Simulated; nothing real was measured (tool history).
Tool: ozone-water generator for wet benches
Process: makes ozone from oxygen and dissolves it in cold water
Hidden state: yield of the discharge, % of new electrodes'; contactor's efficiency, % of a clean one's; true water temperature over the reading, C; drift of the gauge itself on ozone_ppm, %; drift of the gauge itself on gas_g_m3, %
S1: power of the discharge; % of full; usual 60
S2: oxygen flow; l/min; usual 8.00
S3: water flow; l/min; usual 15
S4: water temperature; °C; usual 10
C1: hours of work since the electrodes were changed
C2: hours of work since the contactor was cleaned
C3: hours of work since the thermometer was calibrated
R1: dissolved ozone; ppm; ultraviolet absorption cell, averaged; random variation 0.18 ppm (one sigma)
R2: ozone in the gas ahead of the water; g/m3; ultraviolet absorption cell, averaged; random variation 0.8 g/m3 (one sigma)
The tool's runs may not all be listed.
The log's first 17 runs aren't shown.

run,hour,S1,S2,S3,S4,C1,C2,C3,R1,R2
18,812.9,100,8.00,10,10,1629,75,2537,48.9,192.6
19,879.8,100,8.00,10,10,1691,138,2600,48.2,191.7
20,945.1,63,7.65,11,7,1752,199,2661,32.6,130.4
21,978.8,60,8.00,20,10,1784,230,2692,19.9,122.8
22,1050.0,60,6.85,20,10,1850,297,2759,19.8,132.7
23,1098.9,60,6.85,20,10,1896,343,2805,19.5,131.2
24,1159.2,60,6.35,15,10,1953,399,2861,24.5,137.1
25,1202.9,60,8.00,23,10,1994,440,2902,17.6,121.3
26,1258.2,60,8.00,16,11,2045,492,2954,22.2,121.3
27,1313.4,60,8.00,18,11,2097,543,3005,20.9,121.4
28,1384.7,60,8.00,15,11,2164,610,3072,23.6,120.7
29,1447.5,60,11.77,17,10,2222,669,3131,20.9,97.4
30,1501.6,60,8.00,15,14,2273,719,3181,22.1,120.1
31,1569.3,51,7.09,20,10,2336,783,3245,16.8,111.3
32,1635.8,51,7.09,20,10,2399,845,3307,17.0,110.2

5 ways to go on from here, each from the tool as it stands after run 32. What would each give?
A,1693.1,60,8.00,15,5,2452,899,3361,?,?
B,1693.1,65,8.00,15,10,2452,899,3361,?,?
C,1693.1,64,8.00,15,6,2452,899,3361,?,?
D,1693.1,41,7.09,23,10,2452,899,3361,?,?
E,1693.1,84,5.45,15,15,2452,899,3361,?,?

run,R1,R2
A,25.8,120.0
B,25.7,130.5
C,26.9,127.4
D,12.3,92.5
E,30.1,199.4
Without the tool's hidden state the same runs would have given:
run,R1,R2
A,27.1,124.8
B,27.2,136.3
C,28.4,133.0
D,12.8,94.7
E,32.1,210.5
